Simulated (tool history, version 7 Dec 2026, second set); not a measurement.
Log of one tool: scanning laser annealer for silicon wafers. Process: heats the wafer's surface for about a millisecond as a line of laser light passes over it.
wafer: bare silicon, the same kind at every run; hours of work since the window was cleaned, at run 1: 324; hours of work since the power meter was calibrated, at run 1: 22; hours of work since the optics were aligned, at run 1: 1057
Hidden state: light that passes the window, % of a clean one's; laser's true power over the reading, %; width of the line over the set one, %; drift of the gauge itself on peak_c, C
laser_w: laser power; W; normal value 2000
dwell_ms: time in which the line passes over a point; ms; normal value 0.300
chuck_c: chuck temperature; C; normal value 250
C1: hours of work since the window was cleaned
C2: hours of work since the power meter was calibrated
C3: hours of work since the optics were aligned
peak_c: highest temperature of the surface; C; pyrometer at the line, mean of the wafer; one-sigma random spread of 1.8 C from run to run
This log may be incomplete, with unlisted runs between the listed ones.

{"run": 1, "hour": 0.0, "laser_w": 2000, "dwell_ms": 0.3, "chuck_c": 250, "C1": 324, "C2": 22, "C3": 1057, "peak_c": 1007}
{"run": 2, "hour": 14.4, "laser_w": 2000, "dwell_ms": 0.3, "chuck_c": 250, "C1": 335, "C2": 34, "C3": 1069, "peak_c": 1006}
{"run": 3, "hour": 22.2, "laser_w": 2000, "dwell_ms": 0.3, "chuck_c": 250, "C1": 341, "C2": 40, "C3": 1075, "peak_c": 1005}
{"run": 4, "hour": 40.4, "laser_w": 2000, "dwell_ms": 0.3, "chuck_c": 250, "C1": 356, "C2": 54, "C3": 1089, "peak_c": 1008}
{"run": 5, "hour": 59.2, "laser_w": 2000, "dwell_ms": 0.3, "chuck_c": 250, "C1": 371, "C2": 69, "C3": 1104, "peak_c": 1007}
{"run": 6, "hour": 74.8, "laser_w": 2000, "dwell_ms": 0.3, "chuck_c": 250, "C1": 383, "C2": 81, "C3": 1116, "peak_c": 1008}
{"run": 7, "hour": 84.6, "laser_w": 2000, "dwell_ms": 0.3, "chuck_c": 250, "C1": 391, "C2": 89, "C3": 1124, "peak_c": 1007}
{"run": 8, "hour": 94.7, "laser_w": 2000, "dwell_ms": 0.3, "chuck_c": 250, "C1": 399, "C2": 97, "C3": 1132, "peak_c": 1010}
{"run": 9, "hour": 109.5, "laser_w": 2000, "dwell_ms": 0.3, "chuck_c": 250, "C1": 410, "C2": 109, "C3": 1144, "peak_c": 1006}
{"run": 10, "hour": 119.5, "laser_w": 2000, "dwell_ms": 0.3, "chuck_c": 280, "C1": 418, "C2": 117, "C3": 1152, "peak_c": 1037}
{"run": 11, "hour": 132.6, "laser_w": 1757, "dwell_ms": 0.3, "chuck_c": 250, "C1": 429, "C2": 127, "C3": 1162, "peak_c": 891}
{"run": 12, "hour": 145.0, "laser_w": 1964, "dwell_ms": 0.3, "chuck_c": 250, "C1": 439, "C2": 137, "C3": 1172, "peak_c": 984}
{"run": 13, "hour": 161.9, "laser_w": 1859, "dwell_ms": 0.3, "chuck_c": 250, "C1": 452, "C2": 150, "C3": 1185, "peak_c": 935}
{"run": 14, "hour": 175.2, "laser_w": 1859, "dwell_ms": 0.3, "chuck_c": 250, "C1": 462, "C2": 161, "C3": 1196, "peak_c": 937}
{"run": 15, "hour": 188.9, "laser_w": 1859, "dwell_ms": 0.337, "chuck_c": 250, "C1": 473, "C2": 172, "C3": 1207, "peak_c": 981}
{"run": 16, "hour": 200.9, "laser_w": 1859, "dwell_ms": 0.337, "chuck_c": 250, "C1": 483, "C2": 181, "C3": 1216, "peak_c": 978}
{"hour": 204.5, "done": "window over the wafer cleaned"}
{"run": 17, "hour": 221.6, "laser_w": 1881, "dwell_ms": 0.3, "chuck_c": 250, "C1": 14, "C2": 196, "C3": 1231, "peak_c": 939}
{"run": 18, "hour": 232.9, "laser_w": 2000, "dwell_ms": 0.3, "chuck_c": 250, "C1": 23, "C2": 205, "C3": 1240, "peak_c": 996}
{"run": 19, "hour": 244.8, "laser_w": 2142, "dwell_ms": 0.256, "chuck_c": 217, "C1": 32, "C2": 214, "C3": 1249, "peak_c": 963}
{"hour": 256.0, "done": "window over the wafer cleaned, once more"}
{"run": 20, "hour": 263.8, "laser_w": 2082, "dwell_ms": 0.269, "chuck_c": 235, "C1": 6, "C2": 228, "C3": 1263, "peak_c": 998}
{"run": 21, "hour": 281.5, "laser_w": 2082, "dwell_ms": 0.269, "chuck_c": 235, "C1": 20, "C2": 242, "C3": 1277, "peak_c": 997}
{"run": 22, "hour": 299.5, "laser_w": 2086, "dwell_ms": 0.245, "chuck_c": 214, "C1": 34, "C2": 256, "C3": 1291, "peak_c": 943}

What will run 23 give?
{"run": 23, "hour": 315.9, "laser_w": 2005, "dwell_ms": 0.248, "chuck_c": 256, "C1": 47, "C2": 269, "C3": 1304, "peak_c": "?"}

{"run 23": {"peak_c": 954}}
With no hidden state in the tool, this same run would have given peak_c 970 C.
